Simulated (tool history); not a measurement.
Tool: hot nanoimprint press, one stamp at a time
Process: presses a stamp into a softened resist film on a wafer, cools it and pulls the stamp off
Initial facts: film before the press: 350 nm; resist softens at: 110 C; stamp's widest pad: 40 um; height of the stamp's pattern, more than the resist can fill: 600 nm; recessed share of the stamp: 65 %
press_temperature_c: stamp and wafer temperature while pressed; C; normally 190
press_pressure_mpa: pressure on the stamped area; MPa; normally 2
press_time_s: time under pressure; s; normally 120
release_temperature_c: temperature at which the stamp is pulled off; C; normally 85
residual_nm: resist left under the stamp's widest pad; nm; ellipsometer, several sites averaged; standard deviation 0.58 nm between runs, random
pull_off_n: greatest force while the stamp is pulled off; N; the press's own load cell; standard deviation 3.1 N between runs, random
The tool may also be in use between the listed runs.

run,day,press_temperature_c,press_pressure_mpa,press_time_s,release_temperature_c,residual_nm,pull_off_n
1,0,190,2,120,85,156.1,225
2,1.117,190,2,120,85,157.5,237
3,2.725,190,2,120,85,156.6,247
# day 3.329: plate thermocouple calibrated
# day 3.688: stamp cleaned and given a new release coat
4,4.967,190,1.34,120,85,202,151
5,6.383,190,2,120,85,162,151
6,7.196,190,2,120,78,163,163
7,8.438,190,2,120,78,161.4,170
8,9.512,190,2,120,78,162.4,171
9,10.796,190,2,120,78,161.5,179
10,12.296,190,2,120,78,161.2,172
11,14.125,190,2,153,78,148.4,182
12,15.975,190,2,153,78,148.4,184
13,17.825,190,2,120,85,161.2,179
14,18.704,190,2,223,85,131.8,190
15,20.388,190,2,223,85,131.9,194
16,22.017,194,2.42,120,72,131.7,214
17,23.071,194,2.42,120,72,132.1,227
18,24.858,194,2.42,120,72,131.2,216
19,25.688,194,2.42,120,72,131.1,227
20,27.038,194,2.42,120,72,130.8,237
21,28.017,190,1.54,143,70,173.4,238
22,29.008,195,1.95,143,70,136.5,241
23,30.971,183,1.27,74,71,256.2,241
24,32.85,183,1.27,111,77,230.2,244
25,33.812,182,1.27,111,77,236.9,240
26,35.638,186,1.27,111,86,220.4,234
# day 37.375: plate thermocouple calibrated
27,37.388,186,1.27,111,86,229.3,237
# day 37.771: stamp cleaned and given a new release coat
28,39.025,186,1.27,111,86,229.4,148
29,40.358,190,2,73,85,192.9,157

3 ways to go on from here, each from the tool as it stands after run 29. What would each give?
A,42.229,190,2,118,85,?,?
B,42.229,190,2,73,84,?,?
C,42.229,199,2,185,86,?,?

run,residual_nm,pull_off_n
A,164.8,159
B,192.1,159
C,118,163
Without the tool's unlogged condition, the same runs would have read:
run,residual_nm,pull_off_n
A,162.3,147
B,189.4,148
C,116.1,151

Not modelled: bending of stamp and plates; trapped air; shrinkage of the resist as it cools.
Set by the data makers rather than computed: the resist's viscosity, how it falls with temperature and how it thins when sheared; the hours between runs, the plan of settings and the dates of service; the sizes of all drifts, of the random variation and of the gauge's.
